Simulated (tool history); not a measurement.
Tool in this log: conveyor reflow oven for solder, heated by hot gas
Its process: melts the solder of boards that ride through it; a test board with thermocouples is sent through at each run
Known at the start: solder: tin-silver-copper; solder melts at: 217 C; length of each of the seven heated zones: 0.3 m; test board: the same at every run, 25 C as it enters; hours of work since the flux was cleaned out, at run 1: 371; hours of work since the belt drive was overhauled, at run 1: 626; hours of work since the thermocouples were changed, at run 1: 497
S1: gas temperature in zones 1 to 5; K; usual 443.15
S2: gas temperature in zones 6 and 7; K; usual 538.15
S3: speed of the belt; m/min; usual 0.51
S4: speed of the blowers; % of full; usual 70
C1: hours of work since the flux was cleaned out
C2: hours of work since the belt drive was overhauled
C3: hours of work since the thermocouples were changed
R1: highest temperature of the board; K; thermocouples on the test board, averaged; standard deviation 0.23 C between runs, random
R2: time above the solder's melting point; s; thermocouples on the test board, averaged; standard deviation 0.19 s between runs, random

| run | hour | S1 | S2 | S3 | S4 | C1 | C2 | C3 | R1 | R2 |
|---|---|---|---|---|---|---|---|---|---|---|
| 1 | 0 | 443.15 | 538.15 | 0.51 | 70 | 371 | 626 | 497 | 523.25 | 50.9 |
| 2 | 91.6 | 443.15 | 538.15 | 0.51 | 70 | 416 | 671 | 542 | 523.05 | 50.5 |
|  | 138 | flux residue cleaned out of gas plates and filters |
|  | 164.9 | belt drive overhauled, speed set with a stopwatch |
| 3 | 167.2 | 443.15 | 538.15 | 0.51 | 70 | 12 | 1 | 575 | 524.65 | 52.2 |
| 4 | 213.3 | 443.15 | 538.15 | 0.51 | 70 | 35 | 24 | 598 | 524.65 | 51.8 |
| 5 | 298 | 443.15 | 538.15 | 0.53 | 70 | 77 | 65 | 639 | 523.25 | 49 |
| 6 | 366.6 | 443.15 | 538.15 | 0.53 | 70 | 110 | 99 | 673 | 522.95 | 48.7 |
| 7 | 407 | 443.15 | 538.15 | 0.554 | 70 | 130 | 119 | 693 | 521.15 | 45.2 |
| 8 | 451.3 | 443.15 | 538.15 | 0.51 | 70 | 152 | 141 | 715 | 523.95 | 51.5 |
| 9 | 512.1 | 443.15 | 538.15 | 0.51 | 70 | 182 | 170 | 744 | 523.75 | 51.4 |
| 10 | 602.9 | 443.15 | 537.15 | 0.51 | 70 | 226 | 215 | 789 | 522.75 | 50.7 |
|  | 658.2 | thermocouples of zones 6 and 7 changed |
| 11 | 671.4 | 443.15 | 537.15 | 0.51 | 70 | 259 | 248 | 7 | 522.75 | 50.8 |
| 12 | 744.2 | 443.15 | 537.15 | 0.51 | 70 | 295 | 283 | 42 | 522.85 | 50.5 |
| 13 | 787.7 | 443.15 | 537.15 | 0.51 | 70 | 316 | 305 | 64 | 522.45 | 50.3 |
| 14 | 870.4 | 443.15 | 538.15 | 0.51 | 55 | 357 | 345 | 104 | 521.15 | 48.4 |
| 15 | 917.7 | 443.15 | 538.15 | 0.51 | 55 | 380 | 369 | 127 | 520.35 | 48.1 |
| 16 | 990.2 | 443.15 | 538.15 | 0.51 | 55 | 416 | 404 | 163 | 520.55 | 48.3 |
|  | 1035.2 | flux residue cleaned out of gas plates and filters |
| 17 | 1079.4 | 430.15 | 538.15 | 0.51 | 66 | 22 | 446 | 204 | 522.35 | 47.2 |
| 18 | 1141.8 | 430.15 | 538.15 | 0.508 | 66 | 52 | 476 | 235 | 522.25 | 47.2 |
| 19 | 1180.9 | 450.15 | 527.15 | 0.527 | 89 | 72 | 495 | 254 | 517.15 | 48.4 |
| 20 | 1260.6 | 443.15 | 538.15 | 0.51 | 84 | 111 | 535 | 293 | 526.05 | 53.7 |
| 21 | 1346.2 | 439.15 | 538.15 | 0.414 | 70 | 153 | 577 | 335 | 528.95 | 68.1 |
| 22 | 1422.1 | 444.15 | 538.15 | 0.51 | 70 | 190 | 614 | 373 | 524.35 | 52.3 |
| 23 | 1466.6 | 443.15 | 530.15 | 0.455 | 70 | 212 | 636 | 395 | 519.85 | 56.3 |
| 24 | 1518.3 | 443.15 | 530.15 | 0.455 | 70 | 237 | 661 | 420 | 519.35 | 55.7 |
|  | 1606.9 | belt drive overhauled, speed set with a stopwatch |
| 25 | 1614.4 | 432.15 | 548.15 | 0.414 | 61 | 282 | 4 | 465 | 535.35 | 68.7 |
| 26 | 1679.9 | 433.15 | 548.15 | 0.474 | 84 | 315 | 36 | 497 | 534.55 | 59.1 |
| 27 | 1754.7 | 456.15 | 533.15 | 0.552 | 56 | 351 | 73 | 534 | 516.65 | 44.7 |
| 28 | 1826.3 | 456.15 | 547.15 | 0.508 | 84 | 386 | 108 | 569 | 533.95 | 61.6 |
| 29 | 1893.9 | 456.15 | 538.15 | 0.539 | 53 | 420 | 141 | 602 | 520.35 | 48.8 |
|  | 1929.2 | flux residue cleaned out of gas plates and filters |
| 30 | 1973.7 | 456.15 | 550.15 | 0.539 | 53 | 22 | 178 | 639 | 532.75 | 57 |

Below are 3 alternative next runs, each starting from the tool's condition after run 30. Predict each:
| A | 2052.2 | 457.15 | 538.15 | 0.595 | 68 | 60 | 216 | 678 | ? | ? |
| B | 2052.2 | 443.15 | 544.15 | 0.446 | 70 | 60 | 216 | 678 | ? | ? |
| C | 2052.2 | 449.15 | 550.15 | 0.539 | 89 | 60 | 216 | 678 | ? | ? |

| run | R1 | R2 |
|---|---|---|
| A | 521.95 | 45.7 |
| B | 533.45 | 66.1 |
| C | 536.45 | 57.5 |
With no hidden state in the tool, these same runs would have given:
| run | R1 | R2 |
|---|---|---|
| A | 522.95 | 46.3 |
| B | 534.55 | 66.6 |
| C | 537.65 | 57.9 |
